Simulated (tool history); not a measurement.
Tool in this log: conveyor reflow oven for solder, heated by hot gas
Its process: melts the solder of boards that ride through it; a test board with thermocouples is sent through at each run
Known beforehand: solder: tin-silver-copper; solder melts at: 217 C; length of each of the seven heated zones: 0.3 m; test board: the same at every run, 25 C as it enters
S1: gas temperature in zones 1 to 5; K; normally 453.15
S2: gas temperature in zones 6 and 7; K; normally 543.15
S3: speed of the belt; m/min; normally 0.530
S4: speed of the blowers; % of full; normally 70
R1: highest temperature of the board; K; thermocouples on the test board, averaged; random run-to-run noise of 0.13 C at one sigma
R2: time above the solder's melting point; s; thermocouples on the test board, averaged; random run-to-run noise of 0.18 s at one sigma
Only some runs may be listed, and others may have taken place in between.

| run | hour | S1 | S2 | S3 | S4 | R1 | R2 |
|---|---|---|---|---|---|---|---|
| 1 | 0.0 | 453.15 | 543.15 | 0.530 | 70 | 530.05 | 57.7 |
|  | 54.1 | flux residue cleaned out of gas plates and filters |
| 2 | 98.7 | 440.15 | 543.15 | 0.530 | 70 | 529.35 | 53.4 |
|  | 158.6 | belt drive overhauled, speed set with a stopwatch |
| 3 | 166.5 | 440.15 | 543.15 | 0.530 | 70 | 528.55 | 50.8 |
| 4 | 259.4 | 440.15 | 543.15 | 0.530 | 70 | 528.05 | 50.7 |
|  | 327.9 | thermocouples of zones 6 and 7 changed |
| 5 | 353.6 | 440.15 | 543.15 | 0.530 | 70 | 527.05 | 49.9 |
| 6 | 423.4 | 440.15 | 543.15 | 0.530 | 70 | 526.95 | 49.8 |
| 7 | 474.7 | 453.15 | 543.15 | 0.530 | 70 | 529.15 | 55.2 |
| 8 | 563.6 | 453.15 | 543.15 | 0.530 | 70 | 529.05 | 55.1 |
| 9 | 608.9 | 453.15 | 543.15 | 0.530 | 70 | 528.95 | 55.2 |
| 10 | 686.8 | 453.15 | 543.15 | 0.530 | 70 | 528.65 | 55.2 |
|  | 734.5 | flux residue cleaned out of gas plates and filters |
| 11 | 747.8 | 459.15 | 543.15 | 0.530 | 70 | 531.85 | 59.7 |
| 12 | 822.3 | 453.15 | 543.15 | 0.597 | 70 | 527.25 | 47.9 |
| 13 | 868.8 | 453.15 | 543.15 | 0.530 | 70 | 530.65 | 57.3 |
| 14 | 942.0 | 453.15 | 543.15 | 0.530 | 70 | 530.55 | 57.0 |
| 15 | 988.3 | 443.15 | 543.15 | 0.530 | 70 | 529.15 | 52.6 |
| 16 | 1060.7 | 442.15 | 550.15 | 0.530 | 70 | 535.05 | 55.6 |
| 17 | 1106.2 | 443.15 | 547.15 | 0.461 | 54 | 531.95 | 62.7 |
|  | 1152.5 | thermocouples of zones 6 and 7 changed |
| 18 | 1180.5 | 442.15 | 543.15 | 0.496 | 70 | 528.95 | 57.0 |
| 19 | 1261.7 | 443.15 | 543.15 | 0.496 | 61 | 526.75 | 54.9 |
| 20 | 1316.6 | 453.15 | 543.15 | 0.620 | 71 | 523.75 | 44.2 |
| 21 | 1371.6 | 453.15 | 543.15 | 0.620 | 71 | 523.95 | 44.2 |
|  | 1407.9 | flux residue cleaned out of gas plates and filters |
| 22 | 1459.0 | 465.15 | 552.15 | 0.477 | 71 | 543.15 | 74.9 |
| 23 | 1525.6 | 465.15 | 552.15 | 0.477 | 71 | 543.05 | 74.6 |
| 24 | 1581.0 | 465.15 | 552.15 | 0.477 | 71 | 542.95 | 74.8 |
| 25 | 1631.3 | 465.15 | 552.15 | 0.622 | 89 | 539.65 | 56.3 |
| 26 | 1675.8 | 453.15 | 543.15 | 0.530 | 70 | 530.55 | 57.4 |
| 27 | 1739.5 | 458.15 | 532.15 | 0.496 | 55 | 519.55 | 55.6 |
| 28 | 1817.2 | 453.15 | 532.15 | 0.494 | 66 | 521.15 | 56.4 |
| 29 | 1864.2 | 453.15 | 532.15 | 0.494 | 66 | 521.35 | 56.4 |
| 30 | 1925.4 | 463.15 | 532.15 | 0.494 | 70 | 523.45 | 62.9 |

Difference, measured minus no-hidden-state, one row per run. Run-to-run variation is common to both terms; the gauge's own scatter need not be:
Hidden state at play: heat that the gas passes to the board, % of a clean oven's; belt's true speed, % of the reading; true gas temperature in zones 6 and 7 over the reading, C; drift of the gauge itself on peak_c, C; drift of the gauge itself on liquid_s, %.
| run | R1 | R2 |
|---|---|---|
| 1 | +0.10 | +1.9 |
| 2 | +1.80 | +3.1 |
| 3 | +0.60 | +0.2 |
| 4 | +0.50 | +0.2 |
| 5 | -0.70 | -0.6 |
| 6 | -0.80 | -0.5 |
| 7 | -0.70 | -0.4 |
| 8 | -0.80 | -0.4 |
| 9 | -0.90 | -0.4 |
| 10 | -0.90 | -0.4 |
| 11 | +1.10 | +1.2 |
| 12 | +1.00 | +1.1 |
| 13 | +1.10 | +1.3 |
| 14 | +1.00 | +1.2 |
| 15 | +1.00 | +1.1 |
| 16 | +0.80 | +1.2 |
| 17 | +1.10 | +1.7 |
| 18 | -0.80 | +0.3 |
| 19 | -0.80 | +0.3 |
| 20 | -1.20 | -0.1 |
| 21 | -1.20 | -0.1 |
| 22 | +0.70 | +2.0 |
| 23 | +0.70 | +2.0 |
| 24 | +0.60 | +2.1 |
| 25 | +0.40 | +1.6 |
| 26 | +0.60 | +1.8 |
| 27 | +0.70 | +2.1 |
| 28 | +0.60 | +2.0 |
| 29 | +0.50 | +1.9 |
| 30 | +0.60 | +2.1 |
